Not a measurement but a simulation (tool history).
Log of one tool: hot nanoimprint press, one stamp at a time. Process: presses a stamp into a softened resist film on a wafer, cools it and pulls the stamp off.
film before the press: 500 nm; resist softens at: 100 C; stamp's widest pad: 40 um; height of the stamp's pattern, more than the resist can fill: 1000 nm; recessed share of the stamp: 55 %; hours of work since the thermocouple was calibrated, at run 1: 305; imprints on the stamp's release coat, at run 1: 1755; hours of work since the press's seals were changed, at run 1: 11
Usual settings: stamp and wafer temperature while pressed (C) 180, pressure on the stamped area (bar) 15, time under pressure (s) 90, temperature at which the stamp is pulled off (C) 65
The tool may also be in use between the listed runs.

run   hour  stamp and wafer temperature while pressed (C)  pressure on the stamped area (bar)  time under pressure (s)  temperature at which the stamp is pulled off (C)  hours of work since the thermocouple was calibrated  imprints on the stamp's release coat  hours of work since the press's seals were changed  resist left under the stamp's widest pad (angstrom)  greatest force while the stamp is pulled off (N)
  1      0                                            180                                  15                       90                                                65                                                  305                                  1755                                                  11                                                 2593                                               223
       5.6  -- plate thermocouple calibrated
      27.8  -- stamp cleaned and given a new release coat
  2     29                                            180                                  15                       90                                                65                                                   11                                     3                                                  23                                                 2662                                               147
  3     45                                            180                                  15                       90                                                65                                                   21                                    41                                                  33                                                 2658                                               146
  4   61.2                                            180                                  15                       90                                                65                                                   31                                    79                                                  43                                                 2657                                               142
  5   89.4                                            180                                  15                       90                                                65                                                   48                                   146                                                  61                                                 2642                                               153
  6  114.4                                            180                                  15                       90                                                65                                                   63                                   205                                                  76                                                 2649                                               157
  7  138.1                                            180                                  15                       90                                                65                                                   78                                   261                                                  91                                                 2636                                               157
  8  167.1                                            180                                  15                       90                                                65                                                   96                                   329                                                 109                                                 2632                                               157
  9    184                                            180                                  15                       90                                                65                                                  106                                   369                                                 119                                                 2632                                               166
 10  212.4                                            180                                  15                       90                                                59                                                  124                                   436                                                 136                                                 2626                                               177
 11  230.7                                            180                                  15                       90                                                59                                                  135                                   479                                                 148                                                 2628                                               170
 12  261.3                                            180                                  15                       90                                                59                                                  154                                   552                                                 167                                                 2627                                               178
 13  290.5                                            180                                  15                       90                                                65                                                  172                                   621                                                 185                                                 2619                                               165
 14    322                                            180                                  15                       90                                                65                                                  191                                   695                                                 204                                                 2618                                               179
 15  353.4                                            174                                  15                       90                                                65                                                  211                                   769                                                 223                                                 3254                                               182
 16  372.6                                            169                                15.2                       90                                                65                                                  222                                   815                                                 235                                                 3775                                               185
 17  402.8                                            173                                12.6                      142                                                72                                                  241                                   886                                                 254                                                 3111                                               178
 18  420.7                                            173                                12.6                      142                                                72                                                  252                                   928                                                 265                                                 3110                                               175
 19  452.5                                            180                                13.6                      144                                                65                                                  272                                  1003                                                 284                                                 2267                                               194
 20    484                                            172                                23.8                      143                                                62                                                  291                                  1078                                                 304                                                 2568                                               197
       511  -- plate thermocouple calibrated
 21  518.4                                            186                                20.4                       54                                                57                                                    5                                  1152                                                 323                                                 2235                                               213
 22  544.8                                            180                                  15                       67                                                69                                                   21                                  1214                                                 339                                                 2918                                               203
 23  570.8                                            180                                  15                       90                                                64                                                   37                                  1276                                                 355                                                 2632                                               201
 24  596.7                                            189                                  15                       90                                                59                                                   53                                  1337                                                 371                                                 1825                                               209
 25  627.9                                            186                                11.1                       90                                                65                                                   72                                  1411                                                 391                                                 2341                                               208
 26  642.3                                            176                                  16                      113                                                53                                                   81                                  1445                                                 399                                                 2773                                               231
 27  664.7                                            176                                  16                      113                                                53                                                   95                                  1497                                                 413                                                 2781                                               232
 28  678.8                                            176                                  12                      113                                                53                                                  103                                  1531                                                 422                                                 3065                                               234

The next listed run, before its measurement:
 29  707.5                                            176                                20.8                       45                                                53                                                  121                                  1599                                                 440                                                    ?                                                 ?

resist left under the stamp's widest pad (angstrom): 3371
greatest force while the stamp is pulled off (N): 232
Without the tool's hidden state the same run would have given resist left under the stamp's widest pad (angstrom) 3410, greatest force while the stamp is pulled off (N) 156.
